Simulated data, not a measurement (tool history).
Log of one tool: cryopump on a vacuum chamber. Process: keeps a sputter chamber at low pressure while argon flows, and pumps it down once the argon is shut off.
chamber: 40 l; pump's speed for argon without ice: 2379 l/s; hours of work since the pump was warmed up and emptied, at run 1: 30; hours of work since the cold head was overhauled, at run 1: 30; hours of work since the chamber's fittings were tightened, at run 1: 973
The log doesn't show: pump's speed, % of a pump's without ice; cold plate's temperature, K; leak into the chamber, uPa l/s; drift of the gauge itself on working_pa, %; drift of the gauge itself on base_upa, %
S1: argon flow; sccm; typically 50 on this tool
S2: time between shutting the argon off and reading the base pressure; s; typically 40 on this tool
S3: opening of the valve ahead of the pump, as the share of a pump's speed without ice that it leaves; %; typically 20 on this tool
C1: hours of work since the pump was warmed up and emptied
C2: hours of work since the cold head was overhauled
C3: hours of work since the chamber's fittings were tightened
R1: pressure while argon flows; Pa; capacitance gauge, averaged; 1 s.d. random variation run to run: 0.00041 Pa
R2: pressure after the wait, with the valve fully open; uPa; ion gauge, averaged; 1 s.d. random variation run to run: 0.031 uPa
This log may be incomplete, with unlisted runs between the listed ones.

run   hour  S1   S2  S3   C1   C2    C3      R1    R2
  1    0.0  50   40  20   30   30   973  0.1782  2.37
  2   16.8  50   40  20   39   39   982  0.1786  2.37
  3   25.6  50   40  20   43   43   986  0.1777  2.37
  4   38.3  50   40  20   50   50   993  0.1776  2.47
  5   54.2  50   40  20   58   58  1001  0.1784  2.40
  6   69.6  97   40  20   66   66  1008  0.3462  2.49
  7   79.1  97   40  20   70   70  1013  0.3450  2.47
  8   92.4  97   40  20   77   77  1020  0.3451  2.46
  9  106.0  97   40  32   84   84  1027  0.2164  2.49
 10  119.6  97   40  32   91   91  1034  0.2177  2.46
 11  130.3  97   40  32   96   96  1039  0.2181  2.37
 12  145.8  50  155  20  104  104  1047  0.1796  1.40
 13  160.4  50  155  20  112  112  1055  0.1783  1.40
 14  177.0  50  155  15  120  120  1063  0.2378  1.44
 15  187.4  50  155  15  125  125  1068  0.2385  1.37
 16  198.7  50   40  20  131  131  1074  0.1790  2.57
 17  207.0  50   40  20  135  135  1078  0.1790  2.56
 18  220.8  73   58  26  142  142  1085  0.2013  2.07
 19  236.8  50   47  20  151  151  1093  0.1785  2.35
 20  253.6  90   28  20  159  159  1102  0.3226  3.15
 21  267.9  86   53  15  166  166  1109  0.4090  2.15
 22  278.2  29   37  31  172  172  1114  0.0675  2.71
 23  291.6  37   49  20  178  178  1121  0.1323  2.37
 24  301.8  24   68  20  184  184  1126  0.0864  1.89
 25  315.9  24   68  20  191  191  1134  0.0859  1.93
 26  329.6  21  168  22  198  198  1141  0.0689  1.44
 27  345.1  34   37  22  206  206  1148  0.1108  2.66
 28  358.0  34   37  22  212  212  1155  0.1111  2.80
 29  365.2  26  212  20  216  216  1159  0.0932  1.35
 30  381.7  28   91  15  224  224  1167  0.1333  1.77
 31  399.2  28   91  15  233  233  1176  0.1336  1.79
 32  410.9  28   91  15  239  239  1182  0.1341  1.82
 33  425.4  35  123  15  246  246  1189  0.1672  1.63

Forecast each of these 5 alternatives for the next run:
  A  441.2  50   75  33  254  254  1197   ?   ?
  B  441.2  43  123  15  254  254  1197   ?   ?
  C  441.2  39   99  15  254  254  1197   ?   ?
  D  441.2  50  204  15  254  254  1197   ?   ?
  E  441.2  45  123  16  254  254  1197   ?   ?

run      R1    R2
  A  0.1099  1.97
  B  0.2059  1.63
  C  0.1866  1.81
  D  0.2380  1.41
  E  0.2011  1.63
Without the tool's hidden state the same runs would have given:
run      R1    R2
  A  0.1079  0.93
  B  0.2042  0.61
  C  0.1850  0.77
  D  0.2360  0.40
  E  0.1993  0.60

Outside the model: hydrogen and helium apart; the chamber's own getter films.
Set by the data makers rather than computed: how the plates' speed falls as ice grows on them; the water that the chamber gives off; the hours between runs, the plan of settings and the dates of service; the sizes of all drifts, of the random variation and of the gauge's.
